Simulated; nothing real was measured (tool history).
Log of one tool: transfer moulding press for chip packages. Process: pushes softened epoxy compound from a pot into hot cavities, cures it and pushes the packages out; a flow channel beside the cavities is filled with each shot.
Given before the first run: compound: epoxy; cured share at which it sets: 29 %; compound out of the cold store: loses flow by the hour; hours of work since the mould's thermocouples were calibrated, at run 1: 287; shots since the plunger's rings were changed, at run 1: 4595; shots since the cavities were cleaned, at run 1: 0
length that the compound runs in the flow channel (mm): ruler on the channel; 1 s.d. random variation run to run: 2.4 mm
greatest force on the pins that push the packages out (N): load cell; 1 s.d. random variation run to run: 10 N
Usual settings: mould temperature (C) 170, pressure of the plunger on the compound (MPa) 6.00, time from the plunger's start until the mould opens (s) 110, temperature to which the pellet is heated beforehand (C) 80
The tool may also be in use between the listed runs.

run,hour,mould temperature (C),pressure of the plunger on the compound (MPa),time from the plunger's start until the mould opens (s),temperature to which the pellet is heated beforehand (C),hours of work since the mould's thermocouples were calibrated,shots since the plunger's rings were changed,shots since the cavities were cleaned,incoming compound's hours out of the cold store,length that the compound runs in the flow channel (mm),greatest force on the pins that push the packages out (N)
1,0.0,170,6.00,110,80,287,4595,0,42.7,765,444
2,11.3,170,6.00,109,80,293,4699,104,41.5,765,640
3,17.8,170,6.00,109,80,297,4760,165,39.8,776,690
4,26.4,170,6.00,110,80,302,4840,245,19.2,857,770
5,40.4,170,6.00,93,80,309,4970,375,35.8,789,1043
# hour 49.5: cavities cleaned with cleaning compound and waxed
6,53.0,170,6.00,93,80,315,5073,33,16.5,862,1467
# hour 58.7: mould's thermocouples calibrated
7,64.4,170,6.00,110,80,3,5161,121,41.3,761,1096
8,72.9,170,6.00,110,71,8,5239,199,31.2,800,1119
9,79.0,170,6.00,110,71,11,5296,256,27.6,813,1131
10,85.5,170,6.00,110,71,15,5356,316,44.6,741,1114
11,96.2,172,6.00,110,71,20,5456,416,9.6,880,1044
# hour 100.9: cavities cleaned with cleaning compound and waxed
12,108.3,170,6.00,110,80,26,5554,68,20.4,843,579
# hour 113.8: cavities cleaned with cleaning compound and waxed, once more
13,116.4,170,6.00,110,80,30,5615,24,9.2,890,491
# hour 123.2: plunger's sealing rings changed
14,130.2,170,6.00,110,80,36,64,129,38.3,824,660
15,140.9,170,6.00,110,80,42,164,229,22.3,890,773
16,153.4,169,6.00,110,80,49,280,345,17.1,921,857
# hour 165.6: cavities cleaned with cleaning compound and waxed
17,166.8,169,6.00,110,80,55,391,12,23.1,888,513
18,175.7,170,5.16,141,79,60,473,94,44.9,735,594
19,186.6,162,7.27,103,77,66,575,196,18.2,1044,1400
20,198.8,172,5.90,120,88,73,688,309,45.8,768,795
21,206.7,166,6.00,110,80,77,761,382,34.1,851,1052
# hour 214.7: cavities cleaned with cleaning compound and waxed
22,221.5,175,6.00,116,80,84,885,63,47.9,755,526
23,233.8,175,6.00,102,80,91,1000,178,13.3,900,701
24,242.7,169,6.06,129,73,96,1082,260,20.1,896,771
25,250.2,170,6.78,109,83,100,1151,329,10.2,996,864
# hour 263.8: cavities cleaned with cleaning compound and waxed
26,265.8,170,6.00,117,80,108,1282,18,22.4,879,499
27,274.7,170,6.00,110,79,113,1365,101,27.5,859,629
28,283.5,170,6.00,111,89,117,1447,183,32.4,828,728
29,292.0,173,6.00,142,72,122,1526,262,36.6,803,746

Forecast each of these 3 alternatives for the next run:
A,305.6,168,5.53,110,71,130,1652,388,43.9,?,?
B,305.6,170,6.00,98,80,130,1652,388,19.9,?,?
C,305.6,164,6.32,110,80,130,1652,388,29.7,?,?

run,length that the compound runs in the flow channel (mm),greatest force on the pins that push the packages out (N)
A,764,892
B,883,967
C,899,1171
Stripped of hidden state, with their random variation kept, the same runs would have yielded:
run,length that the compound runs in the flow channel (mm),greatest force on the pins that push the packages out (N)
A,779,457
B,900,501
C,917,602

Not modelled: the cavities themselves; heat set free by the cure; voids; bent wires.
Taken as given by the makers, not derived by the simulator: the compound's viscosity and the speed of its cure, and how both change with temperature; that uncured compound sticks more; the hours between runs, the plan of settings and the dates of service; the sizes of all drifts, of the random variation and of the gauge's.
